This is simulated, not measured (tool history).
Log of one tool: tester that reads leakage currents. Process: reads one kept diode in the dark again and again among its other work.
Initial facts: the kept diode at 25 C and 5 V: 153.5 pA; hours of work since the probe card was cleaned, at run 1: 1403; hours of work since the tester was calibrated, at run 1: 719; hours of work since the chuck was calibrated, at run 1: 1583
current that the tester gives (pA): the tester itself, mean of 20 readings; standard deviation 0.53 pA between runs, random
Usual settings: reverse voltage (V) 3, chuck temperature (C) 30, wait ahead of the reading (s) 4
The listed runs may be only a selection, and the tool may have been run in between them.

run	hour	reverse voltage (V)	chuck temperature (C)	wait ahead of the reading (s)	hours of work since the probe card was cleaned	hours of work since the tester was calibrated	hours of work since the chuck was calibrated	current that the tester gives (pA)
1	0	3	30	4	1403	719	1583	178.09
2	33	3	30	4	1417	733	1597	177.95
3	71.8	11.02	30	4	1434	750	1614	372.87
4	107.9	3	30	4	1450	766	1630	176.92
# hour 123.7: chuck's temperature calibrated
5	151.7	3	30	4	1468	784	12	176.89
6	195.1	3	44	4	1487	803	31	553
7	246.2	11.19	44	4	1509	825	53	1178.68
8	290.9	3	30	1.27	1528	845	73	178.29
9	325.2	3	30	4	1543	859	88	176.96
10	382	3	30	4	1568	884	112	177.09
11	415.1	3	30	4	1582	899	127	176.98
12	448.1	3	55	4	1597	913	141	1272.15
13	500.7	3	55	4	1620	936	164	1276.22
14	558.7	3	54	4	1645	961	189	1177.83
15	585	3.94	54	4	1656	973	201	1384.8
16	633.6	3	30	4	1678	994	222	177.51
17	683.1	3	28	4	1699	1015	243	149.33
18	742.5	3	30	4	1725	1041	269	177.15
19	778.7	3	30	4	1741	1057	285	177.62
20	822.7	11.9	30	4	1760	1076	304	391.6
21	878.9	11.9	30	4	1784	1100	329	389.2
22	933.8	6.43	22	0.41	1808	1124	353	141.6
# hour 989.3: probe card cleaned and baked
23	997.8	1.55	53	4	4	1151	379	755.96
24	1029	5.38	30	4	17	1165	393	247.66
25	1064	3.93	30	4	33	1180	408	206.02
26	1095.4	1.27	22	1.21	46	1193	422	54.47
27	1123.1	1.32	22	3.63	58	1205	434	54.96
28	1159.7	3	33	4	74	1221	450	228.11
29	1192.2	2.61	45	4.23	88	1236	464	555.14
30	1239	1.72	45	4.23	109	1256	484	438.1
31	1271.8	3.55	49	0.83	123	1270	498	900.47
32	1319.4	7.22	41	8.79	144	1291	519	723.34
33	1359.3	7.22	41	8.79	161	1308	537	725.26
34	1417.8	7.22	41	8.79	187	1334	562	723.85
35	1455.6	7.22	29	8.79	203	1350	578	268.62
36	1509.7	7.22	29	8.79	227	1374	602	268.67
37	1543.7	7.22	29	8.79	241	1389	617	268.61
38	1575.9	7.22	29	8.79	255	1403	631	268.22
39	1624.6	7.22	29	0.75	277	1424	652	272.09
40	1659.8	11.54	30	3.57	292	1439	667	385.25
41	1686.8	11.54	30	3.57	304	1451	679	383.92

3 ways to go on from here, each from the tool as it stands after run 41. What would each give?
A	1744.8	3	56	4	329	1476	704	?
B	1744.8	10.39	35	0.44	329	1476	704	?
C	1744.8	1.81	21	0.76	329	1476	704	?

run	current that the tester gives (pA)
A	1370.98
B	554.72
C	60.87
Without the tool's hidden state the same runs would have given:
run	current that the tester gives (pA)
A	1371.3
B	554.86
C	60.89

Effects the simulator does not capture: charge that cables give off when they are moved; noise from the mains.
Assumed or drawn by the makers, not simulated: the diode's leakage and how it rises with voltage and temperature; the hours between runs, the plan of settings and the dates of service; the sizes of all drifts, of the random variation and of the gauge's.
